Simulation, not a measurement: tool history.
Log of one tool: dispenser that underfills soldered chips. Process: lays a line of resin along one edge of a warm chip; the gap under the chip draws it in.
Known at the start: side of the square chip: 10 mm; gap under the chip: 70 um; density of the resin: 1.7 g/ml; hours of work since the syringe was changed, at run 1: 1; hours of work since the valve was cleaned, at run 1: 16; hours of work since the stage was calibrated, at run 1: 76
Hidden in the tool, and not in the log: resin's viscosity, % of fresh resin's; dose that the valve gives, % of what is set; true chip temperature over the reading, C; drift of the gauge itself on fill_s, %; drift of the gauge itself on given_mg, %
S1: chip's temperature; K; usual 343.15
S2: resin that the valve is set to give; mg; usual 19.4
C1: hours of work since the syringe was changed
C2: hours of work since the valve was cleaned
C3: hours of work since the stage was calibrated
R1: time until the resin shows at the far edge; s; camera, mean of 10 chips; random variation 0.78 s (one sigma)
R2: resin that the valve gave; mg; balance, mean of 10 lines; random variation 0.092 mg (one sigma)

run	hour	S1	S2	C1	C2	C3	R1	R2
1	0	343.15	19.4	1	16	76	75.8	19.37
2	5.7	345.15	19.4	5	20	80	80.2	19.09
3	9	337.15	19.4	8	23	83	114.6	19.16
# hour 12.7: new syringe of resin
4	12.9	337.15	19.4	0	26	85	88.1	19.08
5	17.7	343.15	19.4	4	29	89	83.4	19.1
6	23	343.15	19.4	8	33	93	93.2	19.2
# hour 26.6: new syringe of resin
7	27.6	343.15	19.4	1	37	97	76.8	19.16
8	33.4	343.15	19.4	5	41	101	87.6	19.08
9	38.1	343.15	19.4	9	45	105	98.8	19.1
# hour 40.4: new syringe of resin
10	43.5	343.15	18.3	2	49	109	79.8	17.84
11	49.1	350.15	19.4	7	53	113	71.5	18.98
# hour 53.9: new syringe of resin
12	53.9	329.15	19.4	0	56	116	119.1	19.2
13	60	329.15	19.4	5	61	121	139.1	18.99
14	66.9	329.15	19.4	10	66	126	165.5	19.01
# hour 67.9: new syringe of resin
15	73.2	329.15	21.6	4	71	131	135.3	20.93
16	79.4	329.15	21.6	9	76	136	159.4	21.1
# hour 81.3: new syringe of resin
17	86.4	329.15	21.6	4	81	141	133.4	21.07
18	91	351.15	18.3	7	84	144	74.7	17.62
# hour 95.1: new syringe of resin
19	97.8	335.15	18.3	2	89	149	102.5	17.87
20	104.7	335.15	18.3	7	95	155	120.9	17.71
# hour 108.6: new syringe of resin
21	112	357.15	24.1	3	100	160	52.3	23.18
22	116.7	344.15	18.5	6	104	164	87.8	17.75
23	120.2	332.15	21.2	9	106	166	145.7	20.23
# hour 122.2: new syringe of resin
24	123.7	332.15	21.2	1	109	169	109.3	20.27
25	130.4	332.15	21.2	6	114	174	129.6	20.32
26	134.2	329.15	19.4	9	117	177	159	18.69
# hour 135.9: new syringe of resin
27	140	348.15	25	3	121	181	69.9	23.76

Forecast each of these 5 alternatives for the next run:
A	143.1	347.15	16.8	6	123	183	?	?
B	143.1	357.15	24.1	6	123	183	?	?
C	143.1	332.15	17.7	6	123	183	?	?
D	143.1	330.15	20.9	6	123	183	?	?
E	143.1	336.15	19.4	6	123	183	?	?

run	R1	R2
A	82.7	16.01
B	58.2	23.05
C	133.5	16.81
D	139.3	19.91
E	115.6	18.34
Without the tool's hidden state the same runs would have given:
run	R1	R2
A	65.3	16.8
B	46.5	24.18
C	105.4	17.64
D	110.4	20.89
E	91.6	19.24
